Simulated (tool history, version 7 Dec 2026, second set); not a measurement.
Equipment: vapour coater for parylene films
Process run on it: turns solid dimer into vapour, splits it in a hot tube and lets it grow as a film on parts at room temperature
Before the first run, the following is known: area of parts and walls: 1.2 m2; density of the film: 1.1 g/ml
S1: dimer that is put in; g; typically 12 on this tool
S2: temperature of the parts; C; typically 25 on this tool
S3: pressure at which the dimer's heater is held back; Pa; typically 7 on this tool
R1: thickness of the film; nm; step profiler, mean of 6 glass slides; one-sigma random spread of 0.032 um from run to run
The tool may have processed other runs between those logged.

run,hour,S1,S2,S3,R1
1,0,12,25,7,5070
2,20.7,12,25,7,5100
3,57.5,12,25,7,5030
4,81.2,5,25,7,2110
5,97.7,6,25,7,2530
6,125.4,12,22,7,5710
7,161.3,12,22,7,5720
8,191.8,12,22,7,5670
9,211.4,12,22,7,5600
10,251.7,12,22,7,5630
11,275.4,12,25,5.47,5150
12,294,17,25,7,7030
# hour 319.7: trap's valve overhauled
13,328.4,20,25,7,8130
14,350.6,6,25,7,2420
15,389.4,12,25,7,4800
16,422,13,25,7,5170
17,450.4,13,25,7,5250
18,477.1,11,25,7,4420
# hour 483.5: trap's valve overhauled, once more
19,497.6,11,25,7,4880
20,515.2,12,28,7,4630
21,554,12,25,8.02,5130

Run 22 has not been measured yet. What should we expect?
22,571.4,12,23,7,?

{"run 22": {"R1": 5810}}
With no hidden state in the tool, this same run would have given R1 5760 nm.
